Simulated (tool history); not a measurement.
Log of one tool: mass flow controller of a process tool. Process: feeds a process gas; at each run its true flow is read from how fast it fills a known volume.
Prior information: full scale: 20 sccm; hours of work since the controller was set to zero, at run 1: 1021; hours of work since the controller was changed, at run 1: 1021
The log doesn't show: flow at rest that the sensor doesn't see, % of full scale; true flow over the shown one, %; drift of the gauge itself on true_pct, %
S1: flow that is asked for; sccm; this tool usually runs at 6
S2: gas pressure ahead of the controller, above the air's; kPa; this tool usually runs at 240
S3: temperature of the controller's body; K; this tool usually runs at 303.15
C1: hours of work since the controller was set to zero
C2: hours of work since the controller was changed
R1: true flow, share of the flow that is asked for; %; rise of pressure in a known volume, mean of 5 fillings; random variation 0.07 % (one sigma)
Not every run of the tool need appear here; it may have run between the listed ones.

run,hour,S1,S2,S3,C1,C2,R1
1,0.0,6,240,303.15,1021,1021,99.92
2,141.1,6,240,303.15,1094,1094,99.90
3,277.3,6,240,301.15,1164,1164,100.02
4,359.1,6,240,301.15,1206,1206,100.08
5,439.7,6,240,303.15,1248,1248,100.02
6,508.3,6,240,303.15,1283,1283,99.90
7,646.4,6,240,312.15,1354,1354,99.48
8,714.9,6,240,312.15,1390,1390,99.57
9,795.5,2,155,301.15,1431,1431,103.09
10,860.4,4,181,299.15,1465,1465,101.15
11,932.0,4,181,299.15,1502,1502,101.29
12,1075.5,4,219,293.15,1576,1576,101.53

Forecast run 13:
13,1215.7,4,219,293.15,1648,1648,?

Logged for run 13: R1 101.61 %.
With no hidden state in the tool, this same run would have given R1 99.87 %.
